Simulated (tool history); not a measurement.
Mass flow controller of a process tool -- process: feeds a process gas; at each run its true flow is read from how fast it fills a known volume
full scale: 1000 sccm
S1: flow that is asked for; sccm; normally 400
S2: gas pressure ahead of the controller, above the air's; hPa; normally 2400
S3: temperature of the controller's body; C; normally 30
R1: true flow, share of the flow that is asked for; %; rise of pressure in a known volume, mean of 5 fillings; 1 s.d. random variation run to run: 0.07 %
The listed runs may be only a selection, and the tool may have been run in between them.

run	hour	S1	S2	S3	R1
1	0	400	2400	30	98.57
2	217.5	400	2400	30	98.69
3	356.1	400	2400	30	98.69
4	529.1	400	2400	22	98.55
5	659.1	400	2400	30	99.03
6	790.9	400	2400	30	98.84
7	1032	400	2400	30	98.97
8	1172	400	2400	30	98.98
9	1424.5	672	2400	22	99.51
10	1637.4	238	1730	34	98.39
11	1901.1	414	2660	22	99.04
12	2034.9	255	2400	23	98.5
13	2176.4	255	2400	23	98.58
14	2372.5	255	2400	23	98.65
15	2526.2	255	2400	23	98.61
16	2707	258	2440	30	98.96

Forecast each of these 3 alternatives for the next run:
A	2829.7	400	2400	28	?
B	2829.7	400	2030	30	?
C	2829.7	400	2700	27	?

run	R1
A	99.29
B	99.29
C	99.3
With no hidden state in the tool, these same runs would have given:
run	R1
A	98.55
B	98.56
C	98.57
